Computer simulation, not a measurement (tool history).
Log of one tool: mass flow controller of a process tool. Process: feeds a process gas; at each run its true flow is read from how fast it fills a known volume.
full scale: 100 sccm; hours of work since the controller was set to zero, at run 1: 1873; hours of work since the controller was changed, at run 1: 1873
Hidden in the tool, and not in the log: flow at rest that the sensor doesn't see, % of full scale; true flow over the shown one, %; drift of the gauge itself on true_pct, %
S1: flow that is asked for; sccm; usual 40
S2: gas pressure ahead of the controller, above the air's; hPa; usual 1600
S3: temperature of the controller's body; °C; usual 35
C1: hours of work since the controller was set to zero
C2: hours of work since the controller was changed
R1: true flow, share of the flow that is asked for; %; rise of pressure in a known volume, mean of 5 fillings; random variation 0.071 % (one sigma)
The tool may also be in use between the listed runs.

run 1 hour=0 | S1=40 S2=1600 S3=35 | C1=1873 C2=1873 | R1=99.7
run 2 hour=69.1 | S1=40 S2=1600 S3=35 | C1=1923 C2=1923 | R1=99.61
run 3 hour=141.8 | S1=40 S2=1600 S3=35 | C1=1976 C2=1976 | R1=99.36
run 4 hour=221.1 | S1=40 S2=1600 S3=35 | C1=2033 C2=2033 | R1=99.39
run 5 hour=290 | S1=40 S2=1600 S3=35 | C1=2083 C2=2083 | R1=99.34
run 6 hour=364.6 | S1=40 S2=1600 S3=35 | C1=2137 C2=2137 | R1=99.24
run 7 hour=448.5 | S1=40 S2=1600 S3=35 | C1=2198 C2=2198 | R1=99.09
run 8 hour=524.4 | S1=40 S2=1600 S3=35 | C1=2253 C2=2253 | R1=99.11
run 9 hour=567 | S1=28 S2=1600 S3=35 | C1=2284 C2=2284 | R1=98.69
run 10 hour=605.7 | S1=40 S2=1600 S3=35 | C1=2312 C2=2312 | R1=98.95
run 11 hour=665.1 | S1=40 S2=1600 S3=24 | C1=2355 C2=2355 | R1=97.98
run 12 hour=731.6 | S1=40 S2=1600 S3=35 | C1=2403 C2=2403 | R1=98.65
run 13 hour=778 | S1=40 S2=1600 S3=35 | C1=2437 C2=2437 | R1=98.67
run 14 hour=862.5 | S1=40 S2=2620 S3=35 | C1=2498 C2=2498 | R1=97.88
run 15 hour=940.7 | S1=40 S2=2620 S3=35 | C1=2555 C2=2555 | R1=97.86
run 16 hour=1000.8 | S1=40 S2=1490 S3=35 | C1=2598 C2=2598 | R1=98.36
run 17 hour=1085.3 | S1=40 S2=1600 S3=35 | C1=2660 C2=2660 | R1=98.25
run 18 hour=1141.7 | S1=40 S2=1600 S3=35 | C1=2701 C2=2701 | R1=98.29
-- hour=1162 gauge calibrated
run 19 hour=1205.7 | S1=40 S2=1600 S3=35 | C1=2747 C2=2747 | R1=99.77
run 20 hour=1260.4 | S1=40 S2=1600 S3=35 | C1=2787 C2=2787 | R1=99.54
run 21 hour=1300.1 | S1=40 S2=1600 S3=35 | C1=2815 C2=2815 | R1=99.56
run 22 hour=1341.3 | S1=40 S2=1600 S3=35 | C1=2845 C2=2845 | R1=99.36
run 23 hour=1402.8 | S1=40 S2=1600 S3=35 | C1=2890 C2=2890 | R1=99.35
run 24 hour=1481 | S1=40 S2=1600 S3=35 | C1=2947 C2=2947 | R1=99.2
run 25 hour=1536.2 | S1=13 S2=1500 S3=21 | C1=2987 C2=2987 | R1=97.69
run 26 hour=1572.8 | S1=66 S2=2380 S3=21 | C1=3013 C2=3013 | R1=98.2
run 27 hour=1632.1 | S1=66 S2=2380 S3=21 | C1=3056 C2=3056 | R1=98.16
run 28 hour=1718.7 | S1=31 S2=1600 S3=35 | C1=3119 C2=3119 | R1=98.72
run 29 hour=1788.1 | S1=31 S2=1600 S3=35 | C1=3169 C2=3169 | R1=98.68
run 30 hour=1847.3 | S1=31 S2=1600 S3=35 | C1=3212 C2=3212 | R1=98.5
run 31 hour=1900.2 | S1=31 S2=1590 S3=23 | C1=3250 C2=3250 | R1=97.6
run 32 hour=1966.5 | S1=31 S2=1590 S3=23 | C1=3298 C2=3298 | R1=97.59
run 33 hour=2017.1 | S1=10 S2=2110 S3=28 | C1=3335 C2=3335 | R1=97.12
run 34 hour=2072 | S1=25 S2=2110 S3=38 | C1=3375 C2=3375 | R1=98.06
run 35 hour=2157.8 | S1=40 S2=1850 S3=34 | C1=3437 C2=3437 | R1=98.02
run 36 hour=2217.9 | S1=41 S2=1850 S3=33 | C1=3481 C2=3481 | R1=97.93
run 37 hour=2269 | S1=74 S2=1600 S3=35 | C1=3518 C2=3518 | R1=98.93
run 38 hour=2342.3 | S1=74 S2=1600 S3=35 | C1=3571 C2=3571 | R1=98.79
run 39 hour=2412.6 | S1=74 S2=1600 S3=35 | C1=3622 C2=3622 | R1=98.79
run 40 hour=2458.9 | S1=10 S2=1600 S3=35 | C1=3655 C2=3655 | R1=97.27
run 41 hour=2539.9 | S1=48 S2=1440 S3=33 | C1=3714 C2=3714 | R1=98.02
run 42 hour=2592.1 | S1=48 S2=2590 S3=33 | C1=3752 C2=3752 | R1=97.21
-- hour=2633.5 gauge calibrated
run 43 hour=2663.7 | S1=48 S2=2590 S3=33 | C1=3804 C2=3804 | R1=98.92
run 44 hour=2737.4 | S1=33 S2=1600 S3=39 | C1=3857 C2=3857 | R1=99.67
run 45 hour=2773.9 | S1=33 S2=1600 S3=39 | C1=3884 C2=3884 | R1=99.71
run 46 hour=2837.1 | S1=11 S2=1520 S3=38 | C1=3930 C2=3930 | R1=98.99
run 47 hour=2882.9 | S1=11 S2=1520 S3=38 | C1=3963 C2=3963 | R1=99.02
run 48 hour=2940.3 | S1=40 S2=1600 S3=37 | C1=4004 C2=4004 | R1=99.4

3 ways to go on from here, each from the tool as it stands after run 48. What would each give?
run A hour=2996.7 | S1=57 S2=1600 S3=35 | C1=4045 C2=4045 | R1=?
run B hour=2996.7 | S1=40 S2=1600 S3=26 | C1=4045 C2=4045 | R1=?
run C hour=2996.7 | S1=13 S2=1600 S3=36 | C1=4045 C2=4045 | R1=?

run=A R1=99.67
run=B R1=98.6
run=C R1=98.67
Without the tool's hidden state the same runs would have given:
run=A R1=100.15
run=B R1=99.08
run=C R1=99.19
